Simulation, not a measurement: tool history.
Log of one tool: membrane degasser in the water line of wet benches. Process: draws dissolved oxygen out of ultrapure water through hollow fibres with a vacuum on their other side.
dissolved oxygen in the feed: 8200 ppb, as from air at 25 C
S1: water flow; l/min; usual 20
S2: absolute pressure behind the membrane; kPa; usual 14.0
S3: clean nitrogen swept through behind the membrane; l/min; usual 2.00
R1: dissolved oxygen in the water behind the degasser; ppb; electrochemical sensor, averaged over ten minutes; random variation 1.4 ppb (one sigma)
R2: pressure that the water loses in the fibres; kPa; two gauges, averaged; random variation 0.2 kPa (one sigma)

run	hour	S1	S2	S3	R1	R2
1	0.0	20	14.0	2.00	285.4	42.90
2	205.6	21	14.0	2.00	302.7	45.32
3	392.7	21	14.0	2.00	302.7	45.43
4	518.6	25	14.0	2.00	363.2	53.95
5	686.1	20	14.0	2.00	290.4	43.20
# hour 707.7: vacuum gauge calibrated
6	881.1	20	14.0	2.00	289.0	43.69
7	1073.5	20	14.0	2.00	291.5	43.76
8	1233.4	20	14.0	2.00	291.9	43.64
9	1348.9	20	13.9	1.70	332.1	43.55
10	1567.2	22	29.3	2.32	609.0	48.69
11	1687.8	22	29.3	2.32	602.0	48.23
# hour 1764.7: vacuum gauge calibrated, once more
12	1873.8	28	22.4	0.92	1153.7	61.37
# hour 1948.6: seals of the vacuum lines changed
13	2090.9	20	31.8	0.89	1250.6	44.41

4 ways to go on from here, each from the tool as it stands after run 13. What would each give?
A	2323.8	20	26.8	2.00	?	?
B	2323.8	21	31.8	0.89	?	?
C	2323.8	28	15.6	3.69	?	?
D	2323.8	17	15.8	0.97	?	?

run	R1	R2
A	569.1	44.23
B	1303.9	46.34
C	293.6	62.13
D	498.9	37.38
Without the tool's hidden state the same runs would have given:
run	R1	R2
A	559.4	42.21
B	1294.7	44.22
C	278.3	59.29
D	491.5	35.66
